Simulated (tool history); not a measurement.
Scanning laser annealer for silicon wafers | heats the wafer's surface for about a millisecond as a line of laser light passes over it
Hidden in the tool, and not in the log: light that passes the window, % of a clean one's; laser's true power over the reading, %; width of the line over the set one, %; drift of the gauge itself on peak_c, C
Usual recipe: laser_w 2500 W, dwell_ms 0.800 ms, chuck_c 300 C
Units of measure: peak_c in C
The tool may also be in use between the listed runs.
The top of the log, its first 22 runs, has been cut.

| run | hour | laser_w | dwell_ms | chuck_c | hours of work since the window was cleaned | hours of work since the power meter was calibrated | hours of work since the optics were aligned | peak_c |
|---|---|---|---|---|---|---|---|---|
| 23 | 364.2 | 2296 | 0.776 | 282 | 40 | 638 | 1385 | 1019 |
| 24 | 383.5 | 2650 | 0.787 | 300 | 52 | 650 | 1397 | 1141 |
| 25 | 400.6 | 2134 | 0.609 | 287 | 62 | 661 | 1407 | 884 |
| 26 | 414.3 | 2500 | 0.607 | 300 | 71 | 669 | 1416 | 992 |
| 27 | 429.4 | 2500 | 0.607 | 300 | 80 | 678 | 1425 | 991 |
| 28 | 450.6 | 2500 | 0.607 | 300 | 93 | 691 | 1438 | 988 |
| 29 | 468.5 | 2500 | 0.607 | 300 | 104 | 702 | 1449 | 988 |
| 30 | 484.3 | 2510 | 0.873 | 325 | 114 | 712 | 1458 | 1172 |
| 31 | 506.4 | 2179 | 0.794 | 277 | 127 | 726 | 1472 | 977 |
| 32 | 526.1 | 2179 | 0.794 | 277 | 139 | 738 | 1484 | 981 |
| 33 | 538.6 | 2179 | 0.794 | 277 | 147 | 745 | 1492 | 982 |
| 34 | 556.4 | 2179 | 0.922 | 277 | 158 | 756 | 1503 | 1042 |
| 35 | 566.8 | 2258 | 0.624 | 269 | 164 | 763 | 1509 | 902 |
| 36 | 580.8 | 2500 | 0.590 | 337 | 173 | 771 | 1518 | 1010 |
| 37 | 602.3 | 2293 | 0.800 | 300 | 186 | 784 | 1531 | 1039 |
| 38 | 617.6 | 2618 | 0.856 | 314 | 195 | 794 | 1540 | 1174 |
| 39 | 638.5 | 2737 | 0.991 | 304 | 208 | 806 | 1553 | 1278 |
| 40 | 650.5 | 2207 | 0.800 | 266 | 215 | 814 | 1560 | 973 |

Forecast each of these 4 alternatives for the next run:
| A | 661.2 | 2750 | 0.632 | 275 | 222 | 820 | 1567 | ? |
| B | 661.2 | 2529 | 0.684 | 275 | 222 | 820 | 1567 | ? |
| C | 661.2 | 2274 | 0.800 | 274 | 222 | 820 | 1567 | ? |
| D | 661.2 | 2207 | 0.693 | 317 | 222 | 820 | 1567 | ? |

| run | peak_c |
|---|---|
| A | 1035 |
| B | 1010 |
| C | 1004 |
| D | 972 |
With no hidden state in the tool, these same runs would have given:
| run | peak_c |
|---|---|
| A | 1057 |
| B | 1031 |
| C | 1026 |
| D | 991 |
